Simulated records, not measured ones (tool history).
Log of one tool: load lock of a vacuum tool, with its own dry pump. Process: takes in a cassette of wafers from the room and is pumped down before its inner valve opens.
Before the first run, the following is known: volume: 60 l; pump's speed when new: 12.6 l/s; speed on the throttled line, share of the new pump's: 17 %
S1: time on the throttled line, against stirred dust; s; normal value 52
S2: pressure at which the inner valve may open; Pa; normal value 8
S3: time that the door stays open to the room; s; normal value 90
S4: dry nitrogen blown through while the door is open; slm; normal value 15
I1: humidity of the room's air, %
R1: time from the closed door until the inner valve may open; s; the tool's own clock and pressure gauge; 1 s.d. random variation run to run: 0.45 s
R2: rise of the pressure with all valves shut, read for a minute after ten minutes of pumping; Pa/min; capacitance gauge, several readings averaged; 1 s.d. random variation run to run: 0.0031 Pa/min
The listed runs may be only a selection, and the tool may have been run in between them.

run 1 hour=0.0 | S1=52 S2=8 S3=90 S4=15 | I1=48.2 | R1=88.8 R2=0.089
run 2 hour=77.5 | S1=52 S2=8 S3=90 S4=15 | I1=44.9 | R1=88.9 R2=0.077
run 3 hour=216.7 | S1=52 S2=8 S3=90 S4=15 | I1=44.3 | R1=88.9 R2=0.079
run 4 hour=316.0 | S1=52 S2=8 S3=65 S4=15 | I1=48.2 | R1=89.8 R2=0.078
run 5 hour=424.5 | S1=52 S2=8 S3=90 S4=7 | I1=43.2 | R1=89.2 R2=0.090
run 6 hour=536.3 | S1=52 S2=8 S3=90 S4=7 | I1=44.9 | R1=89.2 R2=0.090
run 7 hour=695.7 | S1=52 S2=8 S3=90 S4=15 | I1=43.3 | R1=89.4 R2=0.079
run 8 hour=783.6 | S1=36 S2=8 S3=90 S4=15 | I1=41.4 | R1=76.3 R2=0.078
run 9 hour=860.6 | S1=36 S2=8 S3=90 S4=15 | I1=47.7 | R1=76.7 R2=0.091
run 10 hour=1021.3 | S1=36 S2=8 S3=90 S4=15 | I1=43.1 | R1=76.2 R2=0.083
run 11 hour=1115.6 | S1=52 S2=8 S3=90 S4=15 | I1=48.9 | R1=89.8 R2=0.088
run 12 hour=1272.7 | S1=52 S2=8 S3=90 S4=15 | I1=47.3 | R1=90.0 R2=0.089
run 13 hour=1386.3 | S1=52 S2=8 S3=90 S4=15 | I1=42.7 | R1=89.3 R2=0.079
run 14 hour=1459.6 | S1=52 S2=6 S3=43 S4=30 | I1=45.6 | R1=91.0 R2=0.059
run 15 hour=1588.6 | S1=85 S2=11 S3=66 S4=15 | I1=47.0 | R1=114.8 R2=0.084
run 16 hour=1671.4 | S1=31 S2=16 S3=66 S4=15 | I1=44.2 | R1=69.5 R2=0.080
run 17 hour=1816.7 | S1=88 S2=15 S3=75 S4=8 | I1=44.1 | R1=116.2 R2=0.095
run 18 hour=1939.5 | S1=46 S2=15 S3=85 S4=10 | I1=45.8 | R1=81.6 R2=0.098
run 19 hour=2067.0 | S1=52 S2=7 S3=39 S4=15 | I1=46.0 | R1=91.0 R2=0.078
run 20 hour=2220.8 | S1=52 S2=7 S3=39 S4=15 | I1=41.9 | R1=90.7 R2=0.070
run 21 hour=2380.2 | S1=52 S2=13 S3=90 S4=15 | I1=44.0 | R1=87.0 R2=0.092
run 22 hour=2449.4 | S1=52 S2=13 S3=90 S4=15 | I1=41.6 | R1=87.7 R2=0.084

Selected run-to-run steps in R1, each split into two signed amounts: the part the tool would show with no hidden state at all (from settings, incoming material and random variation), and the remainder, which goes to the hidden state together with any gauge scatter not common to the measured and the hidden-state-free results:
Hidden state at play: pump's speed, % of a new pump's; leak at the door's seal, Pa l/s; drift of the gauge itself on ready_s, %; drift of the gauge itself on rise_pa_min, %.
Run 15 -> 16: S1 85 -> 31, S2 11 -> 16. R1 -45.3 s: hidden state +0.3, all else -45.6.
Run 16 -> 17: S1 31 -> 88, S2 16 -> 15, S3 66 -> 75, S4 15 -> 8. R1 +46.7 s: hidden state -0.3, all else +47.0.
